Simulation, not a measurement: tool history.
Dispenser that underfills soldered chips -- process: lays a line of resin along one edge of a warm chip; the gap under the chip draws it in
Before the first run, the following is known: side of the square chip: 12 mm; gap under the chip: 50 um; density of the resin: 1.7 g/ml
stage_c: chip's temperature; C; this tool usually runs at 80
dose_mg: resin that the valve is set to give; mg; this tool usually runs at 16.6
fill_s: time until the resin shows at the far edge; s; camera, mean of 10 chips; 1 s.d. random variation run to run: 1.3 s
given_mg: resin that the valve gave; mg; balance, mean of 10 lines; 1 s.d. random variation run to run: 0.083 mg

| run | hour | stage_c | dose_mg | fill_s | given_mg |
|---|---|---|---|---|---|
| 1 | 0.0 | 80 | 16.6 | 186.6 | 15.84 |
| 2 | 2.7 | 80 | 16.6 | 212.6 | 15.73 |
| 3 | 6.3 | 80 | 16.6 | 255.6 | 15.75 |
|  | 8.8 | new syringe of resin |
| 4 | 12.3 | 80 | 15.5 | 162.8 | 14.71 |
| 5 | 16.9 | 80 | 15.5 | 199.6 | 14.55 |
| 6 | 22.9 | 93 | 15.5 | 178.9 | 14.64 |
|  | 24.2 | new syringe of resin |
| 7 | 27.1 | 93 | 15.5 | 105.1 | 14.50 |
|  | 31.5 | dispensing valve cleaned and set on the balance |
| 8 | 34.4 | 80 | 14.8 | 210.3 | 14.76 |
|  | 40.6 | new syringe of resin |
| 9 | 41.1 | 80 | 16.6 | 134.5 | 16.25 |
| 10 | 45.8 | 80 | 16.6 | 167.6 | 16.44 |
| 11 | 51.9 | 80 | 16.6 | 232.0 | 16.37 |
|  | 55.7 | new syringe of resin |
| 12 | 58.2 | 80 | 16.6 | 146.1 | 16.22 |
| 13 | 64.3 | 80 | 16.6 | 197.1 | 16.29 |
| 14 | 68.8 | 80 | 16.6 | 245.9 | 16.35 |
|  | 70.9 | new syringe of resin |
| 15 | 74.3 | 80 | 16.6 | 154.5 | 16.17 |
| 16 | 79.1 | 80 | 16.6 | 193.9 | 16.19 |
| 17 | 82.4 | 80 | 16.6 | 225.8 | 16.14 |
|  | 86.3 | new syringe of resin |
| 18 | 87.1 | 80 | 16.6 | 137.1 | 16.10 |
| 19 | 91.6 | 80 | 18.1 | 164.8 | 17.51 |
| 20 | 96.2 | 80 | 18.1 | 209.0 | 17.48 |
|  | 101.6 | new syringe of resin |
| 21 | 102.2 | 90 | 17.3 | 96.5 | 16.72 |
| 22 | 106.4 | 87 | 18.9 | 129.9 | 18.23 |
| 23 | 109.7 | 87 | 18.9 | 152.9 | 18.20 |
| 24 | 114.9 | 67 | 18.8 | 382.4 | 18.05 |
|  | 116.8 | new syringe of resin |
| 25 | 118.8 | 82 | 14.3 | 141.8 | 13.76 |
| 26 | 122.6 | 82 | 14.3 | 171.1 | 13.83 |
| 27 | 128.5 | 82 | 14.3 | 227.9 | 13.59 |
|  | 132.3 | new syringe of resin |
| 28 | 132.3 | 82 | 14.3 | 127.9 | 13.51 |
| 29 | 137.5 | 87 | 18.5 | 128.3 | 17.57 |
| 30 | 142.7 | 87 | 18.5 | 169.9 | 17.32 |
|  | 147.5 | new syringe of resin |
| 31 | 147.8 | 87 | 18.5 | 103.4 | 17.36 |
| 32 | 150.9 | 93 | 18.5 | 98.0 | 17.45 |
| 33 | 155.0 | 93 | 18.5 | 118.2 | 17.35 |
| 34 | 159.9 | 68 | 14.2 | 379.4 | 13.26 |
|  | 162.8 | new syringe of resin |
| 35 | 165.8 | 68 | 14.2 | 241.4 | 13.18 |
| 36 | 170.3 | 70 | 15.0 | 272.5 | 13.99 |

Predict each of these 3 candidate next runs independently; none follows another, all start after run 36:
| A | 174.1 | 86 | 16.6 | ? | ? |
| B | 174.1 | 75 | 18.2 | ? | ? |
| C | 174.1 | 70 | 18.6 | ? | ? |

| run | fill_s | given_mg |
|---|---|---|
| A | 185.2 | 15.58 |
| B | 257.7 | 17.07 |
| C | 300.4 | 17.40 |
The same runs, with their run-to-run variation unchanged, on a tool lacking any hidden condition would have given:
| run | fill_s | given_mg |
|---|---|---|
| A | 107.9 | 16.75 |
| B | 151.4 | 18.34 |
| C | 177.0 | 18.69 |

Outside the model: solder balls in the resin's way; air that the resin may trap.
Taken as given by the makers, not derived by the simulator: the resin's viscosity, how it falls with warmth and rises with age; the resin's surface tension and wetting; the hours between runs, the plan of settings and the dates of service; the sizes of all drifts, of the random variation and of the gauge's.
